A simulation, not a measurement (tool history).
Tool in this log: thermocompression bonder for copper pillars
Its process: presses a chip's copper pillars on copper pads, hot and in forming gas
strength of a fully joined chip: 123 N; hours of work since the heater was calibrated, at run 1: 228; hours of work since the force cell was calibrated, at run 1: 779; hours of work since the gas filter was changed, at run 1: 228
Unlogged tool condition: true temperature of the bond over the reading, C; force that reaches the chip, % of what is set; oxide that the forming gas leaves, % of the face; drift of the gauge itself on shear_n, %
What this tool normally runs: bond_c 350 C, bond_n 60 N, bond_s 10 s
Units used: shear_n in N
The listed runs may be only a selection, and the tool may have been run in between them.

| run | hour | bond_c | bond_n | bond_s | hours of work since the heater was calibrated | hours of work since the force cell was calibrated | hours of work since the gas filter was changed | shear_n |
|---|---|---|---|---|---|---|---|---|
| 1 | 0.0 | 350 | 60 | 10 | 228 | 779 | 228 | 74.5 |
| 2 | 9.5 | 350 | 60 | 10 | 233 | 784 | 233 | 73.6 |
| 3 | 22.4 | 350 | 60 | 10 | 240 | 790 | 240 | 72.8 |
| 4 | 36.0 | 350 | 60 | 10 | 247 | 797 | 247 | 73.7 |
| 5 | 47.0 | 350 | 60 | 10 | 253 | 803 | 253 | 71.6 |
| 6 | 58.5 | 350 | 60 | 10 | 259 | 809 | 259 | 71.9 |
| 7 | 72.6 | 350 | 60 | 10 | 266 | 816 | 266 | 73.1 |
| 8 | 82.8 | 369 | 60 | 10 | 271 | 822 | 271 | 82.9 |
| 9 | 89.7 | 369 | 60 | 10 | 275 | 825 | 275 | 83.4 |
| 10 | 98.6 | 329 | 60 | 10 | 280 | 830 | 280 | 57.9 |
| 11 | 108.5 | 329 | 60 | 10 | 285 | 835 | 285 | 58.5 |
| 12 | 116.3 | 329 | 60 | 10 | 289 | 839 | 289 | 58.3 |
| 13 | 130.9 | 329 | 60 | 10 | 296 | 847 | 296 | 57.3 |
| 14 | 142.0 | 329 | 78 | 10 | 302 | 852 | 302 | 68.3 |
| 15 | 148.9 | 329 | 78 | 10 | 306 | 856 | 306 | 66.8 |
| 16 | 159.3 | 329 | 78 | 10 | 311 | 861 | 311 | 66.2 |
| 17 | 167.9 | 329 | 78 | 10 | 316 | 866 | 316 | 67.2 |
|  | 180.4 | forming gas filter changed |
| 18 | 180.7 | 350 | 60 | 10 | 322 | 872 | 0 | 78.1 |
| 19 | 194.6 | 350 | 60 | 10 | 329 | 879 | 7 | 77.9 |
| 20 | 208.5 | 350 | 60 | 10 | 336 | 887 | 15 | 79.4 |
| 21 | 214.6 | 350 | 60 | 10 | 340 | 890 | 18 | 77.2 |
| 22 | 226.9 | 350 | 60 | 8 | 346 | 896 | 24 | 72.9 |
| 23 | 239.3 | 376 | 70 | 8 | 352 | 903 | 31 | 95.4 |
| 24 | 247.6 | 333 | 48 | 12 | 357 | 907 | 35 | 60.5 |
| 25 | 258.6 | 333 | 48 | 12 | 362 | 913 | 41 | 61.2 |
| 26 | 273.2 | 333 | 48 | 12 | 370 | 920 | 48 | 60.4 |
| 27 | 287.1 | 331 | 45 | 6 | 377 | 927 | 55 | 44.2 |
| 28 | 299.7 | 341 | 54 | 6 | 384 | 934 | 62 | 55.2 |
| 29 | 309.1 | 341 | 54 | 6 | 389 | 939 | 67 | 56.0 |
| 30 | 321.4 | 332 | 39 | 13 | 395 | 945 | 73 | 54.0 |
| 31 | 335.3 | 332 | 39 | 13 | 402 | 952 | 80 | 53.6 |
| 32 | 341.5 | 367 | 39 | 13 | 406 | 956 | 84 | 77.0 |
| 33 | 354.8 | 367 | 39 | 13 | 412 | 963 | 91 | 76.5 |
| 34 | 363.9 | 370 | 44 | 10 | 417 | 967 | 95 | 77.1 |
| 35 | 372.1 | 320 | 86 | 17 | 421 | 972 | 100 | 80.1 |
| 36 | 383.5 | 320 | 86 | 17 | 427 | 978 | 105 | 79.7 |
| 37 | 391.2 | 370 | 56 | 17 | 431 | 981 | 109 | 95.8 |
| 38 | 405.9 | 350 | 39 | 10 | 439 | 989 | 117 | 59.6 |
| 39 | 412.9 | 327 | 42 | 27 | 443 | 993 | 121 | 66.2 |
| 40 | 420.9 | 327 | 42 | 27 | 447 | 997 | 125 | 68.1 |

What if the next run were any one of these 4? Each begins from the tool's condition after run 40:
| A | 431.8 | 321 | 37 | 10 | 452 | 1003 | 131 | ? |
| B | 431.8 | 350 | 41 | 22 | 452 | 1003 | 131 | ? |
| C | 431.8 | 356 | 58 | 5 | 452 | 1003 | 131 | ? |
| D | 431.8 | 341 | 84 | 27 | 452 | 1003 | 131 | ? |

| run | shear_n |
|---|---|
| A | 40.4 |
| B | 77.2 |
| C | 62.1 |
| D | 100.2 |
With no hidden state in the tool, these same runs would have given:
| run | shear_n |
|---|---|
| A | 42.3 |
| B | 80.6 |
| C | 64.8 |
| D | 104.4 |
